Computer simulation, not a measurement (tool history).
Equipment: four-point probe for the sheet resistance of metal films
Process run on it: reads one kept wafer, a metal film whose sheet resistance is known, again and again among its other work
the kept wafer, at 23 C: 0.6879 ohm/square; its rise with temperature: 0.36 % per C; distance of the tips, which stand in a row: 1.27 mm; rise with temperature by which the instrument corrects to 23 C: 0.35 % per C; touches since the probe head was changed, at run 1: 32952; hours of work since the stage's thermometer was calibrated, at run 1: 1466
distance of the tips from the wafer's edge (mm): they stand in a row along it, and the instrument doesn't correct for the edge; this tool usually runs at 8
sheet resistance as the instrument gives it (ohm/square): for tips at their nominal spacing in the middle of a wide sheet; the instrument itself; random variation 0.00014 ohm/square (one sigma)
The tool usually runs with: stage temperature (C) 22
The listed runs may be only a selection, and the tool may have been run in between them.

| run | hour | stage temperature (C) | distance of the tips from the wafer's edge (mm) | touches since the probe head was changed | hours of work since the stage's thermometer was calibrated | sheet resistance as the instrument gives it (ohm/square) |
|---|---|---|---|---|---|---|
| 1 | 0.0 | 22 | 8 | 32952 | 1466 | 0.698110 |
| 2 | 48.1 | 22 | 22 | 34873 | 1490 | 0.690140 |
| 3 | 74.3 | 22 | 22 | 35920 | 1503 | 0.689861 |
| 4 | 105.6 | 22 | 22 | 37171 | 1519 | 0.690116 |
| 5 | 158.3 | 22 | 8 | 39277 | 1545 | 0.698063 |
| 6 | 187.8 | 22 | 8 | 40453 | 1559 | 0.698123 |
| 7 | 234.0 | 22 | 8 | 42302 | 1582 | 0.698247 |
| 8 | 278.2 | 22 | 8 | 44066 | 1604 | 0.698110 |
| 9 | 327.7 | 22 | 8 | 46043 | 1629 | 0.698282 |
| 10 | 373.8 | 22 | 8 | 47886 | 1652 | 0.698242 |
| 11 | 410.8 | 22 | 8 | 49364 | 1670 | 0.698284 |
| 12 | 463.4 | 22 | 8 | 51466 | 1696 | 0.698381 |
| 13 | 511.3 | 22 | 8 | 53383 | 1720 | 0.698451 |
| 14 | 536.8 | 22 | 8 | 54400 | 1732 | 0.698381 |
| 15 | 567.5 | 22 | 35 | 55627 | 1748 | 0.689643 |
| 16 | 601.1 | 22 | 35 | 56969 | 1764 | 0.689552 |
| 17 | 656.6 | 22 | 35 | 59188 | 1792 | 0.689689 |
| 18 | 681.9 | 22 | 35 | 60197 | 1804 | 0.689755 |
|  | 701.7 | stage's thermometer calibrated |
| 19 | 731.8 | 22 | 35 | 62171 | 15 | 0.691551 |
| 20 | 780.5 | 22 | 35 | 64119 | 39 | 0.691365 |
| 21 | 833.6 | 22 | 35 | 66240 | 65 | 0.691343 |
| 22 | 876.4 | 22 | 35 | 67948 | 87 | 0.691428 |
| 23 | 928.8 | 21 | 8 | 70043 | 112 | 0.700283 |
| 24 | 959.4 | 21 | 8 | 71265 | 128 | 0.700345 |
| 25 | 1007.3 | 21 | 8 | 73179 | 151 | 0.700219 |
| 26 | 1055.2 | 21 | 8 | 75094 | 175 | 0.700434 |
| 27 | 1112.3 | 18 | 59 | 77377 | 203 | 0.691671 |
| 28 | 1138.5 | 22 | 9 | 78423 | 216 | 0.698561 |
| 29 | 1183.9 | 30 | 13 | 80236 | 239 | 0.695081 |
| 30 | 1239.6 | 28 | 8 | 82462 | 266 | 0.700638 |
| 31 | 1273.0 | 28 | 5 | 83794 | 283 | 0.714531 |
| 32 | 1328.8 | 28 | 34 | 86024 | 311 | 0.691927 |
| 33 | 1378.9 | 28 | 8 | 88027 | 335 | 0.700885 |
| 34 | 1420.7 | 29 | 69 | 89699 | 356 | 0.691523 |
| 35 | 1474.0 | 30 | 30 | 91829 | 382 | 0.692304 |
| 36 | 1513.9 | 23 | 3 | 93421 | 402 | 0.751718 |
| 37 | 1560.1 | 34 | 4 | 95267 | 425 | 0.727336 |
| 38 | 1616.3 | 25 | 29 | 97513 | 453 | 0.692429 |
| 39 | 1671.9 | 20 | 6 | 99733 | 480 | 0.707652 |
| 40 | 1724.8 | 25 | 3 | 101848 | 507 | 0.751951 |
| 41 | 1747.8 | 25 | 3 | 102768 | 518 | 0.752065 |
| 42 | 1794.0 | 25 | 3 | 104614 | 541 | 0.752183 |
| 43 | 1833.3 | 24 | 8 | 106184 | 560 | 0.701200 |
| 44 | 1886.7 | 21 | 4 | 108317 | 587 | 0.726997 |

Forecast each of these 3 alternatives for the next run:
| A | 1932.0 | 19 | 8 | 110128 | 609 | ? |
| B | 1932.0 | 30 | 27 | 110128 | 609 | ? |
| C | 1932.0 | 23 | 59 | 110128 | 609 | ? |

| run | sheet resistance as the instrument gives it (ohm/square) |
|---|---|
| A | 0.700662 |
| B | 0.692875 |
| C | 0.691837 |
Had the tool no hidden state, the same runs would have come out as:
| run | sheet resistance as the instrument gives it (ohm/square) |
|---|---|
| A | 0.696904 |
| B | 0.689135 |
| C | 0.688115 |
